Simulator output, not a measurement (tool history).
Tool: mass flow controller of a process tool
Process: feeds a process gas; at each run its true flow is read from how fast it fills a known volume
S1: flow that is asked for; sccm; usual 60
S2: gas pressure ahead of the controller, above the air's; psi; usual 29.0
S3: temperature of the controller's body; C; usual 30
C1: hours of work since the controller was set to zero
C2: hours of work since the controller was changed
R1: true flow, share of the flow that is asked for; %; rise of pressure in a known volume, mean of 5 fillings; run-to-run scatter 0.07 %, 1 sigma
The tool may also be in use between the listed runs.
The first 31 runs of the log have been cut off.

| run | hour | S1 | S2 | S3 | C1 | C2 | R1 |
|---|---|---|---|---|---|---|---|
|  | 8513.5 | controller exchanged for a calibrated one |
| 32 | 8601.5 | 60 | 29.0 | 27 | 62 | 62 | 97.79 |
| 33 | 8833.3 | 30 | 20.9 | 28 | 225 | 225 | 97.27 |
| 34 | 9153.3 | 60 | 34.2 | 21 | 450 | 450 | 98.60 |
| 35 | 9514.7 | 165 | 22.2 | 22 | 705 | 705 | 99.71 |
| 36 | 9830.1 | 165 | 22.2 | 22 | 927 | 927 | 99.73 |
| 37 | 10096.7 | 56 | 29.0 | 25 | 1114 | 1114 | 98.03 |
| 38 | 10419.8 | 60 | 34.2 | 24 | 1342 | 1342 | 98.32 |
| 39 | 10618.2 | 45 | 24.1 | 22 | 1482 | 1482 | 98.13 |
| 40 | 10977.5 | 26 | 21.0 | 23 | 1735 | 1735 | 97.79 |
| 41 | 11255.1 | 23 | 34.1 | 23 | 1930 | 1930 | 97.82 |
| 42 | 11412.0 | 60 | 29.0 | 37 | 2040 | 2040 | 96.98 |
| 43 | 11587.8 | 60 | 21.3 | 25 | 2164 | 2164 | 97.99 |
| 44 | 11825.2 | 34 | 22.6 | 23 | 2331 | 2331 | 97.88 |
| 45 | 12094.9 | 60 | 27.3 | 22 | 2521 | 2521 | 98.44 |
| 46 | 12301.0 | 42 | 29.0 | 30 | 2666 | 2666 | 97.32 |
| 47 | 12569.8 | 31 | 31.5 | 22 | 2855 | 2855 | 98.02 |

Here are 3 independent what-if runs from the current tool condition. What would each one return?
| A | 12941.9 | 60 | 29.0 | 40 | 3117 | 3117 | ? |
| B | 12941.9 | 31 | 22.9 | 34 | 3117 | 3117 | ? |
| C | 12941.9 | 51 | 29.0 | 30 | 3117 | 3117 | ? |

| run | R1 |
|---|---|
| A | 96.58 |
| B | 96.88 |
| C | 97.50 |
With no hidden state in the tool, these same runs would have given:
| run | R1 |
|---|---|
| A | 96.58 |
| B | 96.87 |
| C | 97.50 |
